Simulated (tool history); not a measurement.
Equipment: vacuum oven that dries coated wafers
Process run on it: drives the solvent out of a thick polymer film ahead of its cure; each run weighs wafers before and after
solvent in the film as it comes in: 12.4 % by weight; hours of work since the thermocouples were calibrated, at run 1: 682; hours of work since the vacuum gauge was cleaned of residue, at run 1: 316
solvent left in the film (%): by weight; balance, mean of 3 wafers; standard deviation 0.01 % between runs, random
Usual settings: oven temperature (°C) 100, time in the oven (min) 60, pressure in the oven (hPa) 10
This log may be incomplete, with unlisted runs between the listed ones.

| run | hour | oven temperature (°C) | time in the oven (min) | pressure in the oven (hPa) | hours of work since the thermocouples were calibrated | hours of work since the vacuum gauge was cleaned of residue | solvent left in the film (%) |
|---|---|---|---|---|---|---|---|
| 1 | 0 | 100 | 60 | 10 | 682 | 316 | 1.46 |
| 2 | 34.3 | 91 | 60 | 10 | 701 | 336 | 2.68 |
| 3 | 58 | 91 | 60 | 10 | 715 | 349 | 2.67 |
| 4 | 98.4 | 100 | 60 | 16.3 | 737 | 372 | 1.82 |
| 5 | 117 | 100 | 60 | 30.1 | 748 | 382 | 2.65 |
| 6 | 140.1 | 102 | 60 | 10 | 761 | 396 | 1.26 |
| 7 | 165.7 | 100 | 60 | 10 | 775 | 410 | 1.46 |
| 8 | 198 | 100 | 54 | 10 | 794 | 428 | 1.67 |
|  | 203 | oven's thermocouples calibrated |
| 9 | 238.5 | 100 | 60 | 10 | 20 | 450 | 1.35 |
| 10 | 255.5 | 100 | 60 | 10 | 30 | 459 | 1.39 |
| 11 | 281.8 | 100 | 60 | 10 | 44 | 474 | 1.37 |
|  | 301.6 | oven's thermocouples calibrated, once more |
| 12 | 313.2 | 100 | 60 | 10 | 7 | 491 | 1.58 |
| 13 | 347.7 | 100 | 60 | 7.3 | 26 | 510 | 1.42 |
| 14 | 381.1 | 110 | 60 | 16.7 | 45 | 529 | 1.07 |
| 15 | 403.3 | 110 | 60 | 16.7 | 57 | 542 | 1.04 |
| 16 | 421.2 | 98 | 64 | 19.9 | 67 | 552 | 2.33 |
| 17 | 455.5 | 91 | 65 | 20 | 87 | 571 | 3.41 |
| 18 | 486.4 | 91 | 65 | 20 | 104 | 589 | 3.39 |
| 19 | 512.8 | 91 | 65 | 20 | 119 | 603 | 3.39 |
| 20 | 529.5 | 90 | 60 | 10 | 129 | 613 | 3 |
| 21 | 559.9 | 91 | 60 | 34.8 | 146 | 630 | 4.73 |
| 22 | 577.6 | 91 | 60 | 34.8 | 156 | 640 | 4.74 |
| 23 | 617.6 | 111 | 65 | 17.9 | 178 | 663 | 1 |
| 24 | 639 | 103 | 86 | 10 | 190 | 675 | 0.87 |
| 25 | 666.6 | 89 | 32 | 5.1 | 206 | 690 | 4.99 |
| 26 | 684 | 112 | 74 | 9.2 | 216 | 700 | 0.54 |

Forecast each of these 5 alternatives for the next run:
| A | 707.8 | 101 | 74 | 11.6 | 229 | 713 | ? |
| B | 707.8 | 100 | 82 | 6.9 | 229 | 713 | ? |
| C | 707.8 | 108 | 61 | 5.9 | 229 | 713 | ? |
| D | 707.8 | 100 | 60 | 5.6 | 229 | 713 | ? |
| E | 707.8 | 108 | 71 | 6 | 229 | 713 | ? |

| run | solvent left in the film (%) |
|---|---|
| A | 1.24 |
| B | 0.91 |
| C | 0.68 |
| D | 1.32 |
| E | 0.55 |
Stripped of hidden state, with their random variation kept, the same runs would have yielded:
| run | solvent left in the film (%) |
|---|---|
| A | 1.16 |
| B | 0.82 |
| C | 0.61 |
| D | 1.25 |
| E | 0.48 |
